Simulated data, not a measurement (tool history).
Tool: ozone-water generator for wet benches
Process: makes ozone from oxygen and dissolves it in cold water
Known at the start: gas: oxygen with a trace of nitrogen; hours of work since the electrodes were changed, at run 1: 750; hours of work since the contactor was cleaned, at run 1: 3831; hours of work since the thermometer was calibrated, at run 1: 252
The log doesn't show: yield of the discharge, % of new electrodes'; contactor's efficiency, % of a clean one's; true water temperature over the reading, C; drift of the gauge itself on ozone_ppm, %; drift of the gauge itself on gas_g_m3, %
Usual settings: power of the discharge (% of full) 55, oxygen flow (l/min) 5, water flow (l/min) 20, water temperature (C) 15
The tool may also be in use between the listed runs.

run	day	power of the discharge (% of full)	oxygen flow (l/min)	water flow (l/min)	water temperature (C)	hours of work since the electrodes were changed	hours of work since the contactor was cleaned	hours of work since the thermometer was calibrated	dissolved ozone (ppm)	ozone in the gas ahead of the water (g/m3)
1	0	55	5	20	15	750	3831	252	13.8	117.3
2	3.667	56	5	20	15	831	3912	333	13.9	117.4
3	5.879	56	5	20	15	880	3961	382	14	119.4
4	7.933	56	5	20	15	925	4006	427	13.9	119.5
5	10.842	55	5	20	8	990	4071	492	15	116.8
6	13.938	55	5	20	15	1058	4139	560	13.5	116.5
7	15.888	55	5	20	15	1101	4182	603	13.4	115.9
8	18.017	55	5	16	15	1148	4229	650	16.2	115.4
# day 18.367: water thermometer calibrated
9	22.15	55	5	14	13	1239	4320	84	18.8	115.5
10	25.625	55	8.38	20	10	1316	4397	161	14.7	89.3
11	28.642	55	3.83	20	15	1383	4464	227	13.1	133.6
12	32.417	55	4.83	20	7	1467	4548	311	14.5	118.3
13	35.767	55	4.83	28	7	1541	4622	385	10.3	118.1
14	37.617	55	7.72	28	7	1582	4663	426	11.1	90.4
15	40.175	46	5	20	14	1638	4719	483	11.5	99.7

Hidden state at the last listed run before each entry between runs and at the first one after, where it differs:
Between runs 8 and 9: water thermometer calibrated (day 18.367)
  yield of the discharge, % of new electrodes': 95.8 -> 95.6; contactor's efficiency, % of a clean one's: 90 -> 89.8; true water temperature over the reading, C: 0.09 -> 0.12
  measured less the result without the state, dissolved ozone (ppm): -1.1 -> -1.4; ozone in the gas ahead of the water (g/m3): -4 -> -4.1
